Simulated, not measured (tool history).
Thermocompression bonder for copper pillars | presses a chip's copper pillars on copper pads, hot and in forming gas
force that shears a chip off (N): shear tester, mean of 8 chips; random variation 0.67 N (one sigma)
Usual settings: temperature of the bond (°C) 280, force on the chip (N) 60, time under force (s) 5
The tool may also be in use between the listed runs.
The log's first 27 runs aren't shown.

run	hour	temperature of the bond (°C)	force on the chip (N)	time under force (s)	hours of work since the heater was calibrated	hours of work since the force cell was calibrated	hours of work since the gas filter was changed	force that shears a chip off (N)
28	193.0	268	80	3	787	298	143	52.8
29	198.9	309	60	5	791	303	148	74.7
30	205.7	290	59	13	796	308	153	77.7
31	212.2	290	59	3	801	313	158	54.2
32	218.5	268	52	4	806	317	162	43.5
33	224.3	304	88	9	810	322	167	87.4
34	232.4	279	67	3	816	328	173	53.2
# hour 241.0: forming gas filter changed
35	241.3	298	65	7	822	334	0	74.8
36	250.3	298	65	7	829	340	7	75.5
37	257.1	280	79	3	834	345	12	60.4
38	266.0	280	61	6	841	352	19	63.3
39	274.5	280	61	6	847	358	25	62.0
40	279.1	304	48	3	850	362	28	53.6

3 ways to go on from here, each from the tool as it stands after run 40. What would each give?
A	287.8	275	51	5	857	368	35	?
B	287.8	256	42	3	857	368	35	?
C	287.8	308	79	11	857	368	35	?

run	force that shears a chip off (N)
A	50.1
B	28.4
C	88.6
Without the tool's hidden state the same runs would have given:
run	force that shears a chip off (N)
A	50.3
B	28.6
C	88.7
